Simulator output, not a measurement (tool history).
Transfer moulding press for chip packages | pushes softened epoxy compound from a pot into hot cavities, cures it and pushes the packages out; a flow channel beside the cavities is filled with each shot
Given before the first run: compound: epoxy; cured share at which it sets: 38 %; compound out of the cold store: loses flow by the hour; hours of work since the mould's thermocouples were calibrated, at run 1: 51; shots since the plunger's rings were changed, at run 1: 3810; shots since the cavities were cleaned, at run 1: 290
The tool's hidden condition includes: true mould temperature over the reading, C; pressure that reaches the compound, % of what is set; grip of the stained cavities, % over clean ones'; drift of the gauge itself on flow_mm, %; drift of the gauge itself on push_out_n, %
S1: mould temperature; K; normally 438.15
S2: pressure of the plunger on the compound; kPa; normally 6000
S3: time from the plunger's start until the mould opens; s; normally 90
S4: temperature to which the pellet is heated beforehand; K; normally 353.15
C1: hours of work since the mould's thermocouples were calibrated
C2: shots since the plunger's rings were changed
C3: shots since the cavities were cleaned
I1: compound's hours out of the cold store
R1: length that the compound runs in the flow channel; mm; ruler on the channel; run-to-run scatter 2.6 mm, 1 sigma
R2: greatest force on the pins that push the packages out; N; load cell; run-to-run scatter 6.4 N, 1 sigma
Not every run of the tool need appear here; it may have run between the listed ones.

run 1 day=0.000 | S1=438.15 S2=6000 S3=90 S4=353.15 | C1=51 C2=3810 C3=290 | I1=19.2 | R1=681 R2=375
run 2 day=0.333 | S1=438.15 S2=6000 S3=90 S4=353.15 | C1=55 C2=3881 C3=361 | I1=33.2 | R1=626 R2=395
run 3 day=0.529 | S1=438.15 S2=6000 S3=90 S4=353.15 | C1=58 C2=3922 C3=402 | I1=24.7 | R1=659 R2=399
-- day=0.708 cavities cleaned with cleaning compound and waxed
run 4 day=0.917 | S1=438.15 S2=6000 S3=90 S4=353.15 | C1=61 C2=3991 C3=44 | I1=43.0 | R1=595 R2=261
run 5 day=1.096 | S1=438.15 S2=6000 S3=90 S4=353.15 | C1=63 C2=4028 C3=81 | I1=8.5 | R1=720 R2=303
run 6 day=1.475 | S1=438.15 S2=6000 S3=90 S4=353.15 | C1=68 C2=4109 C3=162 | I1=31.9 | R1=631 R2=330
run 7 day=1.700 | S1=438.15 S2=5210 S3=90 S4=353.15 | C1=71 C2=4156 C3=209 | I1=37.5 | R1=565 R2=325
run 8 day=2.025 | S1=438.15 S2=5210 S3=90 S4=353.15 | C1=75 C2=4225 C3=278 | I1=29.0 | R1=599 R2=376
run 9 day=2.258 | S1=438.15 S2=5210 S3=90 S4=353.15 | C1=77 C2=4274 C3=327 | I1=28.9 | R1=592 R2=392
run 10 day=2.488 | S1=443.15 S2=5210 S3=90 S4=353.15 | C1=80 C2=4322 C3=375 | I1=40.6 | R1=545 R2=351
run 11 day=2.679 | S1=438.15 S2=6000 S3=90 S4=353.15 | C1=82 C2=4363 C3=416 | I1=30.5 | R1=629 R2=402
-- day=2.800 cavities cleaned with cleaning compound and waxed
run 12 day=3.025 | S1=442.15 S2=6000 S3=90 S4=353.15 | C1=86 C2=4423 C3=48 | I1=33.9 | R1=609 R2=259
run 13 day=3.379 | S1=438.15 S2=6000 S3=90 S4=353.15 | C1=90 C2=4498 C3=123 | I1=40.5 | R1=597 R2=301
run 14 day=3.633 | S1=438.15 S2=6000 S3=90 S4=353.15 | C1=93 C2=4552 C3=177 | I1=46.8 | R1=573 R2=319
run 15 day=3.871 | S1=438.15 S2=5310 S3=90 S4=354.15 | C1=96 C2=4602 C3=227 | I1=44.5 | R1=546 R2=357
run 16 day=4.179 | S1=435.15 S2=5310 S3=90 S4=354.15 | C1=99 C2=4667 C3=292 | I1=28.0 | R1=602 R2=420
-- day=4.546 plunger's sealing rings changed
run 17 day=4.575 | S1=435.15 S2=5310 S3=105 S4=361.15 | C1=103 C2=6 C3=353 | I1=13.6 | R1=717 R2=380
run 18 day=4.762 | S1=435.15 S2=5310 S3=105 S4=361.15 | C1=105 C2=46 C3=393 | I1=32.0 | R1=645 R2=369
-- day=4.983 cavities cleaned with cleaning compound and waxed
run 19 day=5.104 | S1=437.15 S2=5590 S3=129 S4=345.15 | C1=108 C2=105 C3=26 | I1=46.0 | R1=608 R2=216
run 20 day=5.458 | S1=437.15 S2=5590 S3=129 S4=345.15 | C1=113 C2=180 C3=101 | I1=16.9 | R1=712 R2=261
run 21 day=5.800 | S1=438.15 S2=5780 S3=79 S4=353.15 | C1=117 C2=252 C3=173 | I1=23.2 | R1=693 R2=408
run 22 day=6.208 | S1=438.15 S2=5780 S3=79 S4=353.15 | C1=122 C2=338 C3=259 | I1=26.7 | R1=681 R2=448
run 23 day=6.379 | S1=438.15 S2=5780 S3=79 S4=353.15 | C1=124 C2=374 C3=295 | I1=19.5 | R1=713 R2=451
run 24 day=6.621 | S1=432.15 S2=7190 S3=90 S4=361.15 | C1=126 C2=426 C3=347 | I1=33.1 | R1=747 R2=509
run 25 day=6.900 | S1=431.15 S2=6000 S3=94 S4=353.15 | C1=130 C2=484 C3=405 | I1=11.3 | R1=781 R2=595
-- day=7.054 cavities cleaned with cleaning compound and waxed
run 26 day=7.308 | S1=431.15 S2=6000 S3=94 S4=353.15 | C1=134 C2=557 C3=53 | I1=39.1 | R1=666 R2=366
run 27 day=7.508 | S1=444.15 S2=6000 S3=124 S4=353.15 | C1=136 C2=599 C3=95 | I1=12.5 | R1=733 R2=263
run 28 day=7.746 | S1=444.15 S2=6000 S3=124 S4=353.15 | C1=139 C2=649 C3=145 | I1=40.9 | R1=627 R2=276

Here are 4 independent what-if runs from the current tool condition. What would each one return?
run A day=8.154 | S1=444.15 S2=5250 S3=72 S4=353.15 | C1=144 C2=736 C3=232 | I1=46.3 | R1=? R2=?
run B day=8.154 | S1=435.15 S2=4720 S3=78 S4=353.15 | C1=144 C2=736 C3=232 | I1=43.7 | R1=? R2=?
run C day=8.154 | S1=444.15 S2=6090 S3=125 S4=353.15 | C1=144 C2=736 C3=232 | I1=44.2 | R1=? R2=?
run D day=8.154 | S1=444.15 S2=6000 S3=90 S4=346.15 | C1=144 C2=736 C3=232 | I1=26.4 | R1=? R2=?

run=A R1=566 R2=344
run=B R1=566 R2=497
run=C R1=619 R2=310
run=D R1=682 R2=300
With the hidden condition removed and each run's random variation left untouched, the same runs would have given:
run=A R1=573 R2=232
run=B R1=573 R2=333
run=C R1=628 R2=212
run=D R1=690 R2=204
